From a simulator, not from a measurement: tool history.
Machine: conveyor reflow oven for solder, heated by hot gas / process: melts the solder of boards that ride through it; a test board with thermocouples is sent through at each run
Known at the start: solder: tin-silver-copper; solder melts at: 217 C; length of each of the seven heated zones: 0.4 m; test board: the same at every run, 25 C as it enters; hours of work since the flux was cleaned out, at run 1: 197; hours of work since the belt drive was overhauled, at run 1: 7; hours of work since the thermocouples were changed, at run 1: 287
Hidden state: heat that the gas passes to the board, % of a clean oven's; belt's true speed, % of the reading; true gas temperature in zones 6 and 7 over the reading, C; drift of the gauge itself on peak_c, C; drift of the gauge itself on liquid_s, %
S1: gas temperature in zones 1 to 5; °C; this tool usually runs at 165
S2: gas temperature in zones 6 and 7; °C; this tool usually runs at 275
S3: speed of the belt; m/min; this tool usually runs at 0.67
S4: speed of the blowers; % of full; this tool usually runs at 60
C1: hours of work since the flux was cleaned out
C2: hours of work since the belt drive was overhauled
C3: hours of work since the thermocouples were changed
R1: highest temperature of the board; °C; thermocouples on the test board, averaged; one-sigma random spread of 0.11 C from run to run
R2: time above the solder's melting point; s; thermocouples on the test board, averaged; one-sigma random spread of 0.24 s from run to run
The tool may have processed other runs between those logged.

{"run": 1, "hour": 0.0, "S1": 165, "S2": 275, "S3": 0.67, "S4": 60, "C1": 197, "C2": 7, "C3": 287, "R1": 261.5, "R2": 57.8}
{"run": 2, "hour": 10.4, "S1": 165, "S2": 275, "S3": 0.67, "S4": 60, "C1": 203, "C2": 13, "C3": 293, "R1": 261.6, "R2": 57.8}
{"run": 3, "hour": 19.3, "S1": 165, "S2": 275, "S3": 0.67, "S4": 60, "C1": 208, "C2": 18, "C3": 297, "R1": 261.6, "R2": 57.4}
{"run": 4, "hour": 30.4, "S1": 152, "S2": 275, "S3": 0.67, "S4": 60, "C1": 214, "C2": 24, "C3": 304, "R1": 259.8, "R2": 53.6}
{"run": 5, "hour": 38.2, "S1": 152, "S2": 275, "S3": 0.67, "S4": 60, "C1": 218, "C2": 28, "C3": 308, "R1": 259.8, "R2": 52.8}
{"run": 6, "hour": 47.2, "S1": 152, "S2": 275, "S3": 0.67, "S4": 60, "C1": 223, "C2": 33, "C3": 313, "R1": 259.6, "R2": 53.4}
{"run": 7, "hour": 56.6, "S1": 152, "S2": 275, "S3": 0.67, "S4": 60, "C1": 228, "C2": 38, "C3": 318, "R1": 259.6, "R2": 53.1}
{"run": 8, "hour": 68.3, "S1": 152, "S2": 275, "S3": 0.67, "S4": 61, "C1": 235, "C2": 45, "C3": 324, "R1": 260, "R2": 53.1}
{"run": 9, "hour": 76.7, "S1": 152, "S2": 275, "S3": 0.67, "S4": 61, "C1": 239, "C2": 49, "C3": 329, "R1": 260, "R2": 53.3}
{"run": 10, "hour": 88.0, "S1": 169, "S2": 275, "S3": 0.67, "S4": 61, "C1": 246, "C2": 55, "C3": 335, "R1": 262.3, "R2": 59}
{"run": 11, "hour": 97.8, "S1": 167, "S2": 275, "S3": 0.67, "S4": 60, "C1": 251, "C2": 61, "C3": 341, "R1": 261.6, "R2": 58.1}
{"run": 12, "hour": 106.3, "S1": 167, "S2": 275, "S3": 0.67, "S4": 60, "C1": 256, "C2": 65, "C3": 345, "R1": 261.7, "R2": 58.1}
{"run": 13, "hour": 119.3, "S1": 167, "S2": 275, "S3": 0.67, "S4": 60, "C1": 263, "C2": 73, "C3": 352, "R1": 261.6, "R2": 58.5}
{"run": 14, "hour": 126.1, "S1": 180, "S2": 275, "S3": 0.67, "S4": 60, "C1": 267, "C2": 76, "C3": 356, "R1": 263.3, "R2": 63.1}
{"run": 15, "hour": 139.0, "S1": 165, "S2": 277, "S3": 0.67, "S4": 60, "C1": 274, "C2": 83, "C3": 363, "R1": 263.4, "R2": 58.6}
{"hour": 145.8, "done": "flux residue cleaned out of gas plates and filters"}
{"run": 16, "hour": 152.9, "S1": 165, "S2": 272, "S3": 0.67, "S4": 60, "C1": 4, "C2": 88, "C3": 368, "R1": 259.2, "R2": 56.4}
{"run": 17, "hour": 164.0, "S1": 165, "S2": 281, "S3": 0.686, "S4": 72, "C1": 10, "C2": 94, "C3": 374, "R1": 270, "R2": 60.4}
{"run": 18, "hour": 171.7, "S1": 174, "S2": 275, "S3": 0.672, "S4": 51, "C1": 14, "C2": 99, "C3": 378, "R1": 260.9, "R2": 59.3}
{"run": 19, "hour": 179.1, "S1": 158, "S2": 269, "S3": 0.69, "S4": 58, "C1": 18, "C2": 103, "C3": 382, "R1": 254.1, "R2": 49.9}
{"run": 20, "hour": 187.8, "S1": 165, "S2": 275, "S3": 0.718, "S4": 71, "C1": 23, "C2": 107, "C3": 387, "R1": 262.7, "R2": 54.1}
{"run": 21, "hour": 198.9, "S1": 173, "S2": 275, "S3": 0.617, "S4": 71, "C1": 29, "C2": 114, "C3": 393, "R1": 267.1, "R2": 68.5}
{"run": 22, "hour": 210.2, "S1": 165, "S2": 275, "S3": 0.67, "S4": 58, "C1": 35, "C2": 120, "C3": 400, "R1": 261.5, "R2": 57.7}
{"run": 23, "hour": 219.1, "S1": 164, "S2": 275, "S3": 0.687, "S4": 88, "C1": 40, "C2": 125, "C3": 404, "R1": 266.5, "R2": 59.1}
{"run": 24, "hour": 226.2, "S1": 165, "S2": 275, "S3": 0.701, "S4": 60, "C1": 44, "C2": 129, "C3": 408, "R1": 260.8, "R2": 54.3}
{"run": 25, "hour": 240.3, "S1": 165, "S2": 275, "S3": 0.701, "S4": 60, "C1": 52, "C2": 136, "C3": 416, "R1": 260.7, "R2": 54.5}
{"run": 26, "hour": 250.1, "S1": 180, "S2": 270, "S3": 0.701, "S4": 60, "C1": 57, "C2": 142, "C3": 422, "R1": 258, "R2": 58}
{"run": 27, "hour": 262.3, "S1": 160, "S2": 281, "S3": 0.764, "S4": 51, "C1": 64, "C2": 148, "C3": 428, "R1": 259.3, "R2": 47.2}
{"run": 28, "hour": 269.3, "S1": 180, "S2": 264, "S3": 0.541, "S4": 80, "C1": 68, "C2": 152, "C3": 432, "R1": 260, "R2": 78.7}
{"run": 29, "hour": 281.2, "S1": 150, "S2": 264, "S3": 0.588, "S4": 80, "C1": 74, "C2": 159, "C3": 439, "R1": 256.9, "R2": 61.8}
{"run": 30, "hour": 295.9, "S1": 150, "S2": 264, "S3": 0.588, "S4": 80, "C1": 83, "C2": 167, "C3": 447, "R1": 256.9, "R2": 61.4}
{"run": 31, "hour": 305.4, "S1": 152, "S2": 282, "S3": 0.758, "S4": 64, "C1": 88, "C2": 172, "C3": 452, "R1": 263.7, "R2": 48.5}

Some steps in R1 between neighbouring runs. How much of each would the tool show without its hidden state too (settings, what came in, random variation), and how much is left for the hidden state, with any gauge scatter that isn't in both results?
Run 3 -> 4: S1 165 -> 152. R1 -1.8 °C: hidden state -0.1, all else -1.7.
Run 6 -> 7: settings left as they were, no log entry in between. R1 +0 °C: hidden state -0.1, all else +0.1.
Run 15 -> 16: S2 277 -> 272, flux residue cleaned out of gas plates and filters. R1 -4.2 °C: hidden state +0.8, all else -5.
Run 16 -> 17: S2 272 -> 281, S3 0.67 -> 0.686, S4 60 -> 72. R1 +10.8 °C: hidden state +0, all else +10.8.
Run 17 -> 18: S1 165 -> 174, S2 281 -> 275, S3 0.686 -> 0.672, S4 72 -> 51. R1 -9.1 °C: hidden state +0, all else -9.1.
Run 19 -> 20: S1 158 -> 165, S2 269 -> 275, S3 0.69 -> 0.718, S4 58 -> 71. R1 +8.6 °C: hidden state +0, all else +8.6.
